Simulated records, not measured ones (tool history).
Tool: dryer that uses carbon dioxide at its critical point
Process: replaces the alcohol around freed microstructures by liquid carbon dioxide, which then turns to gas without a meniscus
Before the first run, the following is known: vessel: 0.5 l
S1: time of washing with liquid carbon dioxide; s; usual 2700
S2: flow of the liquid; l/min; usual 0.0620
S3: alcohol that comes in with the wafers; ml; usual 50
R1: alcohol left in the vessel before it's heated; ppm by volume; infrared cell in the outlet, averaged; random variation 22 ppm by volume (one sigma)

run 1 day=0.000 | S1=2700 S2=0.0620 S3=50 | R1=1562
run 2 day=0.375 | S1=2700 S2=0.0620 S3=50 | R1=1559
run 3 day=1.054 | S1=2700 S2=0.0620 S3=50 | R1=1601
run 4 day=1.400 | S1=2700 S2=0.0620 S3=50 | R1=1598
run 5 day=1.842 | S1=2700 S2=0.0620 S3=50 | R1=1615
run 6 day=2.308 | S1=2700 S2=0.0620 S3=50 | R1=1623
run 7 day=2.646 | S1=2700 S2=0.0638 S3=50 | R1=1455
run 8 day=3.225 | S1=2700 S2=0.0638 S3=50 | R1=1451
run 9 day=3.708 | S1=2700 S2=0.0638 S3=50 | R1=1482
run 10 day=4.354 | S1=2700 S2=0.0620 S3=50 | R1=1696
run 11 day=4.658 | S1=2700 S2=0.0620 S3=50 | R1=1636
run 12 day=4.958 | S1=2700 S2=0.0620 S3=54 | R1=1855
run 13 day=5.275 | S1=2700 S2=0.0374 S3=50 | R1=9003
run 14 day=5.642 | S1=2700 S2=0.0374 S3=50 | R1=8961
run 15 day=6.267 | S1=2700 S2=0.0620 S3=107 | R1=3547
run 16 day=6.583 | S1=2700 S2=0.0620 S3=50 | R1=1737
run 17 day=7.029 | S1=2700 S2=0.0620 S3=50 | R1=1735
run 18 day=7.625 | S1=2700 S2=0.0620 S3=50 | R1=1714
run 19 day=8.117 | S1=2700 S2=0.0620 S3=50 | R1=1740
run 20 day=8.483 | S1=2700 S2=0.0620 S3=50 | R1=1742
run 21 day=8.846 | S1=3120 S2=0.0682 S3=87 | R1=1011
run 22 day=9.154 | S1=4260 S2=0.0376 S3=24 | R1=1123
run 23 day=9.704 | S1=2700 S2=0.0505 S3=28 | R1=2194
run 24 day=10.392 | S1=1980 S2=0.0395 S3=28 | R1=9048
run 25 day=10.871 | S1=2700 S2=0.0651 S3=62 | R1=1799
run 26 day=11.350 | S1=3060 S2=0.0396 S3=112 | R1=13194
run 27 day=11.683 | S1=2700 S2=0.0512 S3=50 | R1=3777
run 28 day=12.408 | S1=3720 S2=0.0984 S3=63 | R1=33
run 29 day=12.862 | S1=3720 S2=0.0984 S3=63 | R1=35
run 30 day=13.533 | S1=3720 S2=0.0984 S3=63 | R1=36
run 31 day=14.208 | S1=3900 S2=0.0855 S3=35 | R1=45
run 32 day=14.750 | S1=1620 S2=0.0855 S3=31 | R1=2207
run 33 day=15.292 | S1=1680 S2=0.0620 S3=29 | R1=4861
run 34 day=15.867 | S1=1680 S2=0.0620 S3=116 | R1=19367
run 35 day=16.225 | S1=1680 S2=0.0620 S3=116 | R1=19911

3 options for the next run, each taken on its own from the tool as it stands now. Forecast them:
run A day=16.738 | S1=4140 S2=0.0620 S3=50 | R1=?
run B day=16.738 | S1=1980 S2=0.0620 S3=23 | R1=?
run C day=16.738 | S1=2220 S2=0.0632 S3=93 | R1=?

run=A R1=252
run=B R1=2588
run=C R1=6723
Had the tool no hidden state, the same runs would have come out as:
run=A R1=150
run=B R1=2063
run=C R1=5216
